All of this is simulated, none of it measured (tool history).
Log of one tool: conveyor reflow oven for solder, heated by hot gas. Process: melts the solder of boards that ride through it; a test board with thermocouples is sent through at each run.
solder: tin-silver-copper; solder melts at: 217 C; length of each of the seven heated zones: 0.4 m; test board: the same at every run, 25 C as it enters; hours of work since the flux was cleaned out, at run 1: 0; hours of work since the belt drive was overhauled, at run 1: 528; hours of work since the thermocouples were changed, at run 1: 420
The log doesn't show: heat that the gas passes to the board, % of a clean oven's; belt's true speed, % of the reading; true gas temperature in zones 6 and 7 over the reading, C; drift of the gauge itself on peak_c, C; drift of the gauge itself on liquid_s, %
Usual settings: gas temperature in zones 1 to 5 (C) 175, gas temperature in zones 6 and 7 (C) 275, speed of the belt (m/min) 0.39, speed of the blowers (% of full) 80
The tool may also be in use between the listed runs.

run,day,gas temperature in zones 1 to 5 (C),gas temperature in zones 6 and 7 (C),speed of the belt (m/min),speed of the blowers (% of full),hours of work since the flux was cleaned out,hours of work since the belt drive was overhauled,hours of work since the thermocouples were changed,highest temperature of the board (C),time above the solder's melting point (s)
1,0,175,275,0.39,80,0,528,420,265.7,108.9
2,0.542,175,275,0.39,80,10,538,429,265.8,108.1
3,1.104,175,275,0.39,80,20,548,439,266.4,107.9
4,1.729,175,275,0.39,80,31,559,451,266.2,108
5,2.346,175,275,0.39,80,42,570,462,266.6,108.3
6,2.629,175,275,0.389,80,47,576,467,266.4,108.6
7,2.992,174,275,0.39,80,54,582,473,267.1,106.7
8,3.475,175,275,0.39,80,62,591,482,265.8,108.6
9,4.062,175,275,0.337,80,73,601,492,268.8,128.8
10,4.35,175,275,0.337,80,78,606,497,268.9,128.5
11,4.783,175,275,0.337,80,86,614,505,269.6,127.2
12,5.325,175,275,0.337,80,95,624,515,269.8,127.9
13,5.7,177,275,0.365,63,102,630,521,264.5,114.2
14,6.138,177,275,0.365,63,110,638,529,264.1,114.2
15,6.683,175,266,0.375,80,120,648,539,257.9,106.8
16,7.046,175,266,0.375,80,126,655,546,258.3,106.6
17,7.462,175,266,0.375,80,133,662,553,258.4,107.8
18,7.925,180,275,0.39,56,142,670,561,260.7,104.7
19,8.542,180,275,0.39,56,153,681,572,260.8,105.8
20,8.808,180,275,0.39,56,158,686,577,261.2,104.7
21,9.421,175,276,0.39,62,169,697,588,263.3,104.8
22,9.888,175,276,0.39,62,177,705,596,263.4,104.6
23,10.183,178,275,0.39,70,182,711,602,264.5,108.9

Forecast each of these 5 alternatives for the next run:
# day 10.533: flux residue cleaned out of gas plates and filters
A,10.696,184,275,0.39,70,3,716,607,?,?
# day 10.533: flux residue cleaned out of gas plates and filters
B,10.696,178,275,0.39,60,3,716,607,?,?
# day 10.533: flux residue cleaned out of gas plates and filters
C,10.696,168,288,0.39,80,3,716,607,?,?
# day 10.533: flux residue cleaned out of gas plates and filters
D,10.696,163,284,0.369,70,3,716,607,?,?
# day 10.533: flux residue cleaned out of gas plates and filters
E,10.696,176,281,0.335,80,3,716,607,?,?

run,highest temperature of the board (C),time above the solder's melting point (s)
A,265.2,112
B,262.4,105.6
C,277.6,112.3
D,273.1,112.8
E,275.5,133.2
Without the tool's hidden state the same runs would have given:
run,highest temperature of the board (C),time above the solder's melting point (s)
A,265.1,111.7
B,262.2,105.4
C,277.5,112.1
D,272.9,112.5
E,275.3,132.9
